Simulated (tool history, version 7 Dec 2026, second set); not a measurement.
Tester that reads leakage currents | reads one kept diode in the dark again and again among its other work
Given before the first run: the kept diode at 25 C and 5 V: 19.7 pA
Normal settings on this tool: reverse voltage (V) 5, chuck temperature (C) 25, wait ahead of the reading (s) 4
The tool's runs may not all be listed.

run	hour	reverse voltage (V)	chuck temperature (C)	wait ahead of the reading (s)	current that the tester gives (pA)
1	0	5	25	4	24.3
2	18.3	1.22	25	4	10.85
3	37.6	5	25	4	24.36
4	72.1	5	25	4	24.39
5	106.1	5	25	4	24.63
6	128.8	5	25	4	24.62
7	148.3	5	25	4	24.64
# hour 153.7: tester calibrated
8	174	5	25	4	24.62
9	206.4	5	25	5.9	24.54
10	227.4	5	25	5.9	24.74

For run 11, what comes out?
11	252.7	5	25	5.9	?

Run 11 produced current that the tester gives (pA) 24.77.
The same run, on a tool lacking any hidden state, would have yielded current that the tester gives (pA) 20.07.
